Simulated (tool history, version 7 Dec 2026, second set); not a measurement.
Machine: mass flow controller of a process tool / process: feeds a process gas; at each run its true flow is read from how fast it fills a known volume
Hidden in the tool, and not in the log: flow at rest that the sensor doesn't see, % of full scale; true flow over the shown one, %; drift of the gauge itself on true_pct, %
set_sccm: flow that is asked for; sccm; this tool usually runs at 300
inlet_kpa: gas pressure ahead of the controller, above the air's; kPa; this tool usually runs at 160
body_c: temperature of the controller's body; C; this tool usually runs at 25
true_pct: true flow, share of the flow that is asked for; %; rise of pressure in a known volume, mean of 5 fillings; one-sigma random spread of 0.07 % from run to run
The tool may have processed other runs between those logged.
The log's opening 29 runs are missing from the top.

run	day	set_sccm	inlet_kpa	body_c	hours of work since the controller was set to zero	hours of work since the controller was changed	true_pct
30	199.804	181	212	37	3531	3531	91.61
31	208.488	181	212	37	3663	3663	91.58
32	217.946	109	266	23	3805	3805	88.77
33	224.004	109	266	23	3897	3897	88.51
34	232.862	109	266	23	4031	4031	88.42
35	239.15	369	221	21	4126	4126	94.2
36	244.917	300	165	39	4213	4213	92.66
37	249.721	300	165	39	4285	4285	92.66
38	256.288	551	160	25	4384	4384	95.15
39	265.696	551	160	25	4527	4527	95
40	273.746	532	225	25	4648	4648	94.98

4 ways to go on from here, each from the tool as it stands after run 40. What would each give?
A	283.125	532	152	25	4790	4790	?
B	283.125	532	166	25	4790	4790	?
C	283.125	532	225	29	4790	4790	?
D	283.125	279	144	39	4790	4790	?

run	true_pct
A	94.59
B	94.55
C	94.86
D	91.63
What these runs would have given with no unlogged condition in the tool:
run	true_pct
A	98.24
B	98.19
C	98.51
D	96.94
